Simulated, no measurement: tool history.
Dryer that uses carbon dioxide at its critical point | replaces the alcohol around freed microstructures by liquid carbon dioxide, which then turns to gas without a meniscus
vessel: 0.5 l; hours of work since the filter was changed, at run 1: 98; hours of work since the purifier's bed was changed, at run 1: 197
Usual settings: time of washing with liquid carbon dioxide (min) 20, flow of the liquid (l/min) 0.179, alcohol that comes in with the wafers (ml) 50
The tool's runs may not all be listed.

run	hour	time of washing with liquid carbon dioxide (min)	flow of the liquid (l/min)	alcohol that comes in with the wafers (ml)	hours of work since the filter was changed	hours of work since the purifier's bed was changed	alcohol left in the vessel before it's heated (ppm by volume)
1	0	20	0.179	50	98	197	518
2	7.2	20	0.179	50	101	200	518
3	20.9	20	0.179	50	106	205	532
4	32.4	20	0.179	50	110	210	546
5	38.7	20	0.179	50	113	212	555
6	51.5	20	0.179	50	117	217	579
7	58	20	0.179	50	120	219	559
8	64.7	20	0.179	50	122	222	594
9	77.3	20	0.179	50	127	227	600
10	91.1	20	0.179	50	132	232	612
11	102.5	20	0.179	50	137	236	615
12	109.4	20	0.179	50	139	239	645
13	121.1	20	0.179	50	144	243	648
14	128.4	20	0.179	50	147	246	665
15	136.5	20	0.179	50	150	249	659
16	146.7	20	0.179	50	154	253	701
17	159.7	20	0.179	50	159	258	690
18	169.2	28	0.179	50	162	262	188
19	183.9	28	0.179	50	168	267	187
20	197.7	24	0.11	38	173	273	2003
21	211.3	20	0.255	48	178	278	176
22	219.1	25	0.126	79	181	281	2078
23	226.5	25	0.128	55	184	284	1421
24	241.4	20	0.145	23	190	289	947
25	248.4	32	0.121	80	192	292	884
26	257.2	13	0.274	79	196	295	1239
27	264.9	13	0.274	79	199	298	1266
28	273.7	29	0.274	79	202	302	120
# hour 282: inlet filter changed
29	287.4	18	0.271	108	2	306	186
30	297.3	18	0.271	108	6	310	192
31	309.7	18	0.271	30	11	315	134

Forecast run 32:
32	319.7	18	0.271	30	14	319	?

{"run 32": {"alcohol left in the vessel before it's heated (ppm by volume)": 140}}
Without the tool's hidden state the same run would have given alcohol left in the vessel before it's heated (ppm by volume) 24.

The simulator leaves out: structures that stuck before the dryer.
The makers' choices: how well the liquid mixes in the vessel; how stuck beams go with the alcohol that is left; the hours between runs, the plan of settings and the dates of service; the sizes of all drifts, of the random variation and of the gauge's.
